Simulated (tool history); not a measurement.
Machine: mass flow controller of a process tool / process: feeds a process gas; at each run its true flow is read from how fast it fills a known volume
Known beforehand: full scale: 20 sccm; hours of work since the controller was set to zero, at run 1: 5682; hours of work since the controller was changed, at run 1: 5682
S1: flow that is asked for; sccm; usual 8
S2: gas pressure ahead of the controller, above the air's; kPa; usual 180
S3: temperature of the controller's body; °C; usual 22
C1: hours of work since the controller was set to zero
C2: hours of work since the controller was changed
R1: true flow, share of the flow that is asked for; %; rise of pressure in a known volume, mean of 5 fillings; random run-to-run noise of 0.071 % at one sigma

| run | hour | S1 | S2 | S3 | C1 | C2 | R1 |
|---|---|---|---|---|---|---|---|
| 1 | 0 | 8 | 180 | 22 | 5682 | 5682 | 99.55 |
| 2 | 262.5 | 8 | 180 | 22 | 5801 | 5801 | 99.4 |
| 3 | 598 | 4 | 180 | 22 | 5954 | 5954 | 99.12 |
| 4 | 774 | 8 | 238 | 22 | 6034 | 6034 | 99.33 |
| 5 | 934.9 | 8 | 238 | 22 | 6108 | 6108 | 99.29 |
| 6 | 1206.3 | 8 | 238 | 26 | 6231 | 6231 | 99 |
| 7 | 1493.6 | 8 | 276 | 22 | 6362 | 6362 | 99.16 |
| 8 | 1766.7 | 8 | 276 | 22 | 6486 | 6486 | 99.02 |
| 9 | 2087.6 | 20 | 180 | 22 | 6632 | 6632 | 99.43 |
| 10 | 2403.2 | 20 | 180 | 22 | 6776 | 6776 | 99.22 |
| 11 | 2691.9 | 20 | 180 | 37 | 6908 | 6908 | 98.11 |
| 12 | 2973.9 | 8 | 279 | 22 | 7036 | 7036 | 98.61 |
| 13 | 3146 | 8 | 279 | 22 | 7114 | 7114 | 98.58 |
| 14 | 3417.8 | 8 | 173 | 22 | 7238 | 7238 | 98.26 |
| 15 | 3647.3 | 8 | 173 | 22 | 7343 | 7343 | 98.23 |
| 16 | 3818.4 | 8 | 180 | 34 | 7421 | 7421 | 97.38 |
| 17 | 4053.8 | 7 | 180 | 34 | 7528 | 7528 | 97.18 |
| 18 | 4260.9 | 8 | 180 | 22 | 7622 | 7622 | 97.99 |
| 19 | 4495.4 | 8 | 180 | 22 | 7729 | 7729 | 97.98 |
| 20 | 4810.4 | 8 | 180 | 22 | 7872 | 7872 | 97.59 |
|  | 5082.6 | controller's zero set anew |
| 21 | 5082.6 | 8 | 180 | 22 | 0 | 7996 | 97.59 |
| 22 | 5375.9 | 8 | 180 | 22 | 134 | 8130 | 97.54 |
| 23 | 5603.5 | 8 | 180 | 22 | 237 | 8233 | 97.5 |
| 24 | 5836.3 | 8 | 180 | 22 | 343 | 8339 | 97.46 |
| 25 | 6096.5 | 8 | 201 | 22 | 462 | 8458 | 97.24 |
| 26 | 6322.9 | 8 | 201 | 22 | 565 | 8561 | 97.28 |
| 27 | 6635.6 | 8 | 170 | 20 | 707 | 8703 | 97.18 |
| 28 | 6874.5 | 2 | 258 | 37 | 816 | 8812 | 95.88 |
|  | 7032.6 | gauge calibrated |
| 29 | 7128.7 | 8 | 249 | 22 | 932 | 8928 | 99.59 |
| 30 | 7457.2 | 5 | 223 | 27 | 1081 | 9077 | 98.92 |
| 31 | 7628.7 | 6 | 149 | 25 | 1159 | 9156 | 99.09 |
| 32 | 7904 | 5 | 150 | 22 | 1285 | 9281 | 99.08 |
| 33 | 8062.4 | 5 | 150 | 22 | 1357 | 9353 | 99 |
| 34 | 8329.2 | 5 | 150 | 22 | 1478 | 9475 | 98.88 |
| 35 | 8526.4 | 8 | 180 | 34 | 1568 | 9564 | 98.17 |
| 36 | 8862.1 | 8 | 180 | 34 | 1721 | 9717 | 98.01 |
| 37 | 9064.2 | 8 | 182 | 30 | 1813 | 9809 | 98.32 |
| 38 | 9301.7 | 3 | 180 | 22 | 1921 | 9917 | 98.48 |
| 39 | 9444.9 | 2 | 150 | 24 | 1987 | 9983 | 98.08 |
| 40 | 9599.5 | 3 | 180 | 22 | 2057 | 10053 | 98.35 |
| 41 | 9922.6 | 8 | 254 | 28 | 2204 | 10200 | 98.14 |
| 42 | 10075.6 | 2 | 180 | 22 | 2274 | 10270 | 97.99 |
| 43 | 10390.1 | 8 | 180 | 26 | 2417 | 10413 | 98.14 |
| 44 | 10560.3 | 3 | 228 | 22 | 2494 | 10491 | 98.05 |
| 45 | 10888.1 | 16 | 204 | 20 | 2644 | 10640 | 98.6 |
| 46 | 11226.4 | 16 | 204 | 20 | 2798 | 10794 | 98.54 |
| 47 | 11476.4 | 5 | 211 | 20 | 2912 | 10908 | 97.85 |
| 48 | 11790.2 | 5 | 180 | 22 | 3055 | 11051 | 97.61 |

Take each entry between the runs: how does the hidden state at the last listed run before it differ from the hidden state at the first listed run after it?
Between runs 20 and 21: controller's zero set anew (hour 5082.6)
  flow at rest that the sensor doesn't see, % of full scale: -0.006 -> 0; drift of the gauge itself on true_pct, %: -1.78 -> -1.88
  what was measured, less what the result would be without the hidden state, R1: -1.78 -> -1.87 %
Between runs 28 and 29: gauge calibrated (hour 7032.6)
  drift of the gauge itself on true_pct, %: -2.54 -> -0.04
  what was measured, less what the result would be without the hidden state, R1: -2.51 -> -0.03 %
